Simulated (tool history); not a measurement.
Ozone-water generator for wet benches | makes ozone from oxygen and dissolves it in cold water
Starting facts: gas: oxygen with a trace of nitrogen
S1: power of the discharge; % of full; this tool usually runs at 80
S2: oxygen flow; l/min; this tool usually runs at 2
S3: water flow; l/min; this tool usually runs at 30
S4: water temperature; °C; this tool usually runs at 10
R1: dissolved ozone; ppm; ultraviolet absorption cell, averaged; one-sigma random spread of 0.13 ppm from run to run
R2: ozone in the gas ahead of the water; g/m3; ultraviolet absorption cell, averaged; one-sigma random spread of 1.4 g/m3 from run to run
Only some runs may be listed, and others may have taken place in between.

run    hour  S1    S2  S3  S4    R1     R2
  1       0  80     2  30  10  12.7  265.7
  2   123.6  80     2  30  10  12.7  266.1
  3     214  80     2  30  10  12.9  264.7
  4   345.2  80     2  30  10  12.9  263.5
  5   508.6  44     2  30  10   7.8  158.7
  6   709.6  80     2  30  10  12.6  264.8
  7   869.6  80     2  30  10  12.8  263.6
  8  1070.2  80     2  30  10  12.7  264.2
  9  1246.9  80     2  30  10  12.7  266.6
 10  1446.8  46     2  30  10   7.8  164.7
 11  1551.1  80     2  30  10  12.8  265.8
 12  1664.4  79     2  30  12  12.7  261.8
 13  1809.1  79     2  22  12  17.5  260.9
 14  1935.1  79     2  22  12  17.2  261.9
 15  2086.8  64     2  25  17  12.1  218.9
 16  2284.5  64     2  25  17  12.4  217.9
 17    2470  64     2  25  17  12.2  218.4
 18  2647.4  90  2.03  30  13  14.2  291.4
 19  2864.4  80     2  30  10  12.8  263.3
 20  3038.9  80     2  30  10  12.6  264.4
 21  3230.6  80     2  30  10    13  264.9
 22  3340.7  80     2  30   8  12.9  265.9

Not shown here: 2 entries made in the log between runs. Locate each between two listed runs and compare the hidden state at the listed run before it with the hidden state at the listed run after it:
After run 5, before run 6: contactor cleaned (hour 610.1)
  contactor's efficiency, % of a clean one's: 99.9 -> 100
After run 11, before run 12: water thermometer calibrated (hour 1626.6)
  the hidden state is the same at both runs

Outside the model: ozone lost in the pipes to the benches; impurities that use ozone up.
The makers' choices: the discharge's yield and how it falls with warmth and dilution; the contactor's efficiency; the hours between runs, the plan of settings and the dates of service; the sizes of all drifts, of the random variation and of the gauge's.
